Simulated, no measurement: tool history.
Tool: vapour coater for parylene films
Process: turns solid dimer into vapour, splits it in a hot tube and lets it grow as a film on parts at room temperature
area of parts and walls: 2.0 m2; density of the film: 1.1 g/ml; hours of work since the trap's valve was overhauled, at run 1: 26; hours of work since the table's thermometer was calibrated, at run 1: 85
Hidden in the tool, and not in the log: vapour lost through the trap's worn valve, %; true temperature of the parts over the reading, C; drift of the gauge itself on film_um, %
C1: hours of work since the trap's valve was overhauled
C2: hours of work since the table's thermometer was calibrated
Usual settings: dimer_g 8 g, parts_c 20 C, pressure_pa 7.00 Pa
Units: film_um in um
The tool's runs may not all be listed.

{"run": 1, "hour": 0.0, "dimer_g": 8, "parts_c": 20, "pressure_pa": 7.0, "C1": 26, "C2": 85, "film_um": 2.33}
{"run": 2, "hour": 17.3, "dimer_g": 8, "parts_c": 20, "pressure_pa": 7.0, "C1": 41, "C2": 99, "film_um": 2.29}
{"run": 3, "hour": 29.9, "dimer_g": 8, "parts_c": 20, "pressure_pa": 7.0, "C1": 52, "C2": 110, "film_um": 2.29}
{"run": 4, "hour": 43.5, "dimer_g": 8, "parts_c": 20, "pressure_pa": 7.0, "C1": 64, "C2": 122, "film_um": 2.28}
{"run": 5, "hour": 57.4, "dimer_g": 8, "parts_c": 20, "pressure_pa": 7.0, "C1": 75, "C2": 134, "film_um": 2.26}
{"run": 6, "hour": 71.1, "dimer_g": 8, "parts_c": 20, "pressure_pa": 7.0, "C1": 87, "C2": 145, "film_um": 2.27}
{"run": 7, "hour": 85.2, "dimer_g": 8, "parts_c": 20, "pressure_pa": 7.0, "C1": 99, "C2": 157, "film_um": 2.27}
{"run": 8, "hour": 100.8, "dimer_g": 8, "parts_c": 20, "pressure_pa": 7.0, "C1": 112, "C2": 171, "film_um": 2.27}
{"run": 9, "hour": 116.7, "dimer_g": 8, "parts_c": 20, "pressure_pa": 7.0, "C1": 126, "C2": 184, "film_um": 2.22}
{"run": 10, "hour": 131.5, "dimer_g": 8, "parts_c": 20, "pressure_pa": 6.9, "C1": 138, "C2": 197, "film_um": 2.23}
{"run": 11, "hour": 148.9, "dimer_g": 8, "parts_c": 20, "pressure_pa": 7.0, "C1": 153, "C2": 212, "film_um": 2.25}
{"run": 12, "hour": 161.7, "dimer_g": 8, "parts_c": 20, "pressure_pa": 4.58, "C1": 164, "C2": 223, "film_um": 2.31}
{"run": 13, "hour": 174.0, "dimer_g": 8, "parts_c": 20, "pressure_pa": 4.58, "C1": 175, "C2": 233, "film_um": 2.29}
{"run": 14, "hour": 191.5, "dimer_g": 8, "parts_c": 20, "pressure_pa": 7.0, "C1": 190, "C2": 248, "film_um": 2.23}
{"run": 15, "hour": 209.9, "dimer_g": 8, "parts_c": 20, "pressure_pa": 7.0, "C1": 205, "C2": 264, "film_um": 2.23}
{"run": 16, "hour": 218.0, "dimer_g": 9, "parts_c": 20, "pressure_pa": 7.0, "C1": 212, "C2": 271, "film_um": 2.52}
{"run": 17, "hour": 227.5, "dimer_g": 9, "parts_c": 20, "pressure_pa": 7.0, "C1": 220, "C2": 279, "film_um": 2.53}
{"run": 18, "hour": 238.1, "dimer_g": 8, "parts_c": 20, "pressure_pa": 7.0, "C1": 229, "C2": 288, "film_um": 2.21}
{"run": 19, "hour": 253.2, "dimer_g": 8, "parts_c": 20, "pressure_pa": 7.0, "C1": 242, "C2": 301, "film_um": 2.26}
{"run": 20, "hour": 267.2, "dimer_g": 8, "parts_c": 20, "pressure_pa": 3.41, "C1": 254, "C2": 312, "film_um": 2.3}
{"run": 21, "hour": 281.5, "dimer_g": 8, "parts_c": 20, "pressure_pa": 7.0, "C1": 266, "C2": 325, "film_um": 2.2}
{"run": 22, "hour": 293.8, "dimer_g": 8, "parts_c": 20, "pressure_pa": 7.0, "C1": 277, "C2": 335, "film_um": 2.22}
{"run": 23, "hour": 311.2, "dimer_g": 8, "parts_c": 20, "pressure_pa": 7.0, "C1": 292, "C2": 350, "film_um": 2.19}
{"run": 24, "hour": 323.5, "dimer_g": 8, "parts_c": 20, "pressure_pa": 7.0, "C1": 302, "C2": 360, "film_um": 2.18}
{"run": 25, "hour": 337.1, "dimer_g": 8, "parts_c": 20, "pressure_pa": 4.19, "C1": 314, "C2": 372, "film_um": 2.24}
{"run": 26, "hour": 353.8, "dimer_g": 3, "parts_c": 27, "pressure_pa": 3.07, "C1": 328, "C2": 386, "film_um": 0.73}
{"run": 27, "hour": 369.6, "dimer_g": 8, "parts_c": 28, "pressure_pa": 7.69, "C1": 341, "C2": 400, "film_um": 1.83}
{"run": 28, "hour": 385.2, "dimer_g": 6, "parts_c": 19, "pressure_pa": 3.44, "C1": 355, "C2": 413, "film_um": 1.74}
{"run": 29, "hour": 402.9, "dimer_g": 6, "parts_c": 29, "pressure_pa": 3.17, "C1": 370, "C2": 428, "film_um": 1.38}
{"run": 30, "hour": 414.2, "dimer_g": 6, "parts_c": 29, "pressure_pa": 3.17, "C1": 379, "C2": 438, "film_um": 1.4}
{"run": 31, "hour": 432.3, "dimer_g": 4, "parts_c": 19, "pressure_pa": 8.48, "C1": 395, "C2": 453, "film_um": 1.09}
{"run": 32, "hour": 442.5, "dimer_g": 13, "parts_c": 20, "pressure_pa": 7.8, "C1": 404, "C2": 462, "film_um": 3.51}
{"run": 33, "hour": 455.9, "dimer_g": 13, "parts_c": 20, "pressure_pa": 7.8, "C1": 415, "C2": 473, "film_um": 3.48}
{"hour": 467.5, "done": "trap's valve overhauled"}
{"run": 34, "hour": 476.1, "dimer_g": 10, "parts_c": 17, "pressure_pa": 11.67, "C1": 7, "C2": 487, "film_um": 3.03}
{"run": 35, "hour": 492.6, "dimer_g": 5, "parts_c": 13, "pressure_pa": 2.27, "C1": 21, "C2": 501, "film_um": 1.82}
{"run": 36, "hour": 500.7, "dimer_g": 5, "parts_c": 15, "pressure_pa": 11.09, "C1": 28, "C2": 508, "film_um": 1.59}
{"run": 37, "hour": 511.2, "dimer_g": 12, "parts_c": 13, "pressure_pa": 5.16, "C1": 37, "C2": 517, "film_um": 4.14}
{"run": 38, "hour": 524.3, "dimer_g": 12, "parts_c": 13, "pressure_pa": 5.16, "C1": 48, "C2": 528, "film_um": 4.16}
{"run": 39, "hour": 541.6, "dimer_g": 8, "parts_c": 18, "pressure_pa": 5.16, "C1": 63, "C2": 543, "film_um": 2.46}
{"run": 40, "hour": 553.3, "dimer_g": 8, "parts_c": 18, "pressure_pa": 5.16, "C1": 73, "C2": 553, "film_um": 2.44}
{"run": 41, "hour": 570.2, "dimer_g": 8, "parts_c": 18, "pressure_pa": 5.16, "C1": 88, "C2": 567, "film_um": 2.44}
{"run": 42, "hour": 579.4, "dimer_g": 8, "parts_c": 18, "pressure_pa": 5.16, "C1": 95, "C2": 575, "film_um": 2.42}
{"run": 43, "hour": 592.0, "dimer_g": 10, "parts_c": 18, "pressure_pa": 2.2, "C1": 106, "C2": 586, "film_um": 3.25}
{"run": 44, "hour": 605.7, "dimer_g": 10, "parts_c": 18, "pressure_pa": 2.2, "C1": 118, "C2": 598, "film_um": 3.2}
{"run": 45, "hour": 624.0, "dimer_g": 6, "parts_c": 17, "pressure_pa": 2.2, "C1": 133, "C2": 613, "film_um": 1.98}
{"run": 46, "hour": 637.2, "dimer_g": 11, "parts_c": 29, "pressure_pa": 2.61, "C1": 145, "C2": 624, "film_um": 2.69}
{"run": 47, "hour": 650.9, "dimer_g": 7, "parts_c": 23, "pressure_pa": 3.01, "C1": 156, "C2": 636, "film_um": 1.96}

Forecast each of these 3 alternatives for the next run:
{"run": "A", "hour": 660.8, "dimer_g": 8, "parts_c": 20, "pressure_pa": 2.04, "C1": 165, "C2": 645, "film_um": "?"}
{"run": "B", "hour": 660.8, "dimer_g": 6, "parts_c": 22, "pressure_pa": 8.27, "C1": 165, "C2": 645, "film_um": "?"}
{"run": "C", "hour": 660.8, "dimer_g": 7, "parts_c": 32, "pressure_pa": 3.01, "C1": 165, "C2": 645, "film_um": "?"}

run=A film_um=2.47
run=B film_um=1.62
run=C film_um=1.58
Without the tool's hidden state the same runs would have given:
run=A film_um=2.52
run=B film_um=1.66
run=C film_um=1.61
